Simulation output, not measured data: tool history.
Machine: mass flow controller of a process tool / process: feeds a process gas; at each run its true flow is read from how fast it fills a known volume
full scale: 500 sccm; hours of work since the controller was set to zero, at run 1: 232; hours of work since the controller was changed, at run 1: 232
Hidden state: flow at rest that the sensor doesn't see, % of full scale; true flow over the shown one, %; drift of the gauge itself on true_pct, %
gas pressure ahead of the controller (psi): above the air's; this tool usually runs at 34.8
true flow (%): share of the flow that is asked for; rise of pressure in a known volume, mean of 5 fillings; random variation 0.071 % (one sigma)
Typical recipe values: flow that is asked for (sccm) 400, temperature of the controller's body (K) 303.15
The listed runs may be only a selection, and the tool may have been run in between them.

run,hour,flow that is asked for (sccm),gas pressure ahead of the controller (psi),temperature of the controller's body (K),hours of work since the controller was set to zero,hours of work since the controller was changed,true flow (%)
1,0,400,34.8,303.15,232,232,99.86
2,86.3,400,31.3,303.15,268,268,100
3,187.4,400,31.3,303.15,311,311,100.03
4,332.3,400,31.3,303.15,372,372,100.04
5,410.6,400,31.3,303.15,405,405,100
6,506.5,54,34.8,303.15,445,445,97.68
7,622,400,33.6,303.15,494,494,99.96
8,749.4,400,33.6,303.15,547,547,99.94
9,867.9,400,33.6,303.15,597,597,99.93
10,953.3,214,24.9,312.15,633,633,100.06
11,1088.1,119,23.1,298.15,690,690,98
12,1228.9,400,23.8,302.15,749,749,100.1
13,1372.6,178,23.2,293.15,810,810,98.09
14,1449.4,178,23.2,293.15,842,842,97.98
15,1579.2,234,25.2,308.15,897,897,99.68
16,1671.9,71,28.7,298.15,936,936,96.92
17,1772.4,400,34.8,304.15,978,978,100.12

Below are 5 alternative next runs, each starting from the tool's condition after run 17. Predict each:
A,1853,88,34.8,304.15,1012,1012,?
B,1853,223,28.3,295.15,1012,1012,?
C,1853,54,34.8,305.15,1012,1012,?
D,1853,400,24.2,299.15,1012,1012,?
E,1853,400,37.3,304.15,1012,1012,?

run,true flow (%)
A,97.72
B,98.29
C,97.07
D,99.82
E,100.1
With no hidden state in the tool, these same runs would have given:
run,true flow (%)
A,98.49
B,98.36
C,98.58
D,99.69
E,99.96

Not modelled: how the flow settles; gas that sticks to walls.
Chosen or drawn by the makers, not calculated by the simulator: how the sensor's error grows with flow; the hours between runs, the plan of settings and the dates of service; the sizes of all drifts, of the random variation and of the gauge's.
